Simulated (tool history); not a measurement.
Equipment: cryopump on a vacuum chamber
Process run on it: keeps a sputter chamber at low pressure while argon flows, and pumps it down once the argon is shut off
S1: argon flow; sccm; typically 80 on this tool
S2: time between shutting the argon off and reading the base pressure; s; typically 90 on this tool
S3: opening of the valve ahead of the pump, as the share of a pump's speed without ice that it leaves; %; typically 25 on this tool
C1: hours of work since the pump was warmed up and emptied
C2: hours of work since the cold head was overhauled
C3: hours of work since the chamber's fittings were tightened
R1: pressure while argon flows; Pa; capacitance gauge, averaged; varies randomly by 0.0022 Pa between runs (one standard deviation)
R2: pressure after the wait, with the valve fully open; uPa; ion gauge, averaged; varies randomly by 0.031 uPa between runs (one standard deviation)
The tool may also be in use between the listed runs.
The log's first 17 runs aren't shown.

{"run": 18, "hour": 915.3, "S1": 34, "S2": 90, "S3": 37, "C1": 194, "C2": 1319, "C3": 679, "R1": 0.1561, "R2": 2.33}
{"run": 19, "hour": 949.1, "S1": 155, "S2": 26, "S3": 15, "C1": 216, "C2": 1341, "C3": 701, "R1": 1.7346, "R2": 5.34}
{"run": 20, "hour": 990.5, "S1": 155, "S2": 35, "S3": 22, "C1": 244, "C2": 1369, "C3": 728, "R1": 1.1891, "R2": 4.27}
{"run": 21, "hour": 1054.6, "S1": 155, "S2": 35, "S3": 22, "C1": 286, "C2": 1411, "C3": 770, "R1": 1.2012, "R2": 4.22}
{"run": 22, "hour": 1087.7, "S1": 155, "S2": 35, "S3": 22, "C1": 308, "C2": 1433, "C3": 792, "R1": 1.1995, "R2": 4.65}
{"run": 23, "hour": 1159.5, "S1": 80, "S2": 294, "S3": 25, "C1": 355, "C2": 1480, "C3": 839, "R1": 0.551, "R2": 1.68}
{"run": 24, "hour": 1190.6, "S1": 68, "S2": 31, "S3": 17, "C1": 375, "C2": 1500, "C3": 860, "R1": 0.6802, "R2": 5}
{"run": 25, "hour": 1246.3, "S1": 68, "S2": 31, "S3": 17, "C1": 412, "C2": 1537, "C3": 896, "R1": 0.6742, "R2": 4.97}
{"run": 26, "hour": 1321.1, "S1": 80, "S2": 90, "S3": 16, "C1": 461, "C2": 1586, "C3": 946, "R1": 0.8503, "R2": 2.72}
{"run": 27, "hour": 1352.8, "S1": 80, "S2": 90, "S3": 16, "C1": 482, "C2": 1607, "C3": 967, "R1": 0.8461, "R2": 2.74}
{"run": 28, "hour": 1420.8, "S1": 68, "S2": 20, "S3": 25, "C1": 527, "C2": 1652, "C3": 1011, "R1": 0.4736, "R2": 7.12}
{"run": 29, "hour": 1454.7, "S1": 68, "S2": 20, "S3": 25, "C1": 549, "C2": 1674, "C3": 1034, "R1": 0.4709, "R2": 7.25}
{"run": 30, "hour": 1506.1, "S1": 80, "S2": 264, "S3": 25, "C1": 583, "C2": 1708, "C3": 1067, "R1": 0.5513, "R2": 2.09}
{"run": 31, "hour": 1582.8, "S1": 59, "S2": 291, "S3": 33, "C1": 634, "C2": 1759, "C3": 1118, "R1": 0.3127, "R2": 2.08}
{"run": 32, "hour": 1625.0, "S1": 59, "S2": 291, "S3": 33, "C1": 661, "C2": 1786, "C3": 1146, "R1": 0.316, "R2": 2.18}
{"run": 33, "hour": 1666.2, "S1": 59, "S2": 291, "S3": 33, "C1": 688, "C2": 1813, "C3": 1173, "R1": 0.3166, "R2": 2.17}
{"run": 34, "hour": 1704.1, "S1": 80, "S2": 90, "S3": 37, "C1": 713, "C2": 1838, "C3": 1198, "R1": 0.3856, "R2": 3.15}

Forecast each of these 3 alternatives for the next run:
{"run": "A", "hour": 1747.9, "S1": 60, "S2": 278, "S3": 48, "C1": 742, "C2": 1867, "C3": 1227, "R1": "?", "R2": "?"}
{"run": "B", "hour": 1747.9, "S1": 143, "S2": 67, "S3": 56, "C1": 742, "C2": 1867, "C3": 1227, "R1": "?", "R2": "?"}
{"run": "C", "hour": 1747.9, "S1": 80, "S2": 90, "S3": 19, "C1": 742, "C2": 1867, "C3": 1227, "R1": "?", "R2": "?"}

run=A R1=0.2285 R2=2.27
run=B R1=0.4714 R2=3.66
run=C R1=0.725 R2=3.13
With no hidden state in the tool, these same runs would have given:
run=A R1=0.207 R2=0.69
run=B R1=0.4206 R2=2.03
run=C R1=0.6964 R2=1.53

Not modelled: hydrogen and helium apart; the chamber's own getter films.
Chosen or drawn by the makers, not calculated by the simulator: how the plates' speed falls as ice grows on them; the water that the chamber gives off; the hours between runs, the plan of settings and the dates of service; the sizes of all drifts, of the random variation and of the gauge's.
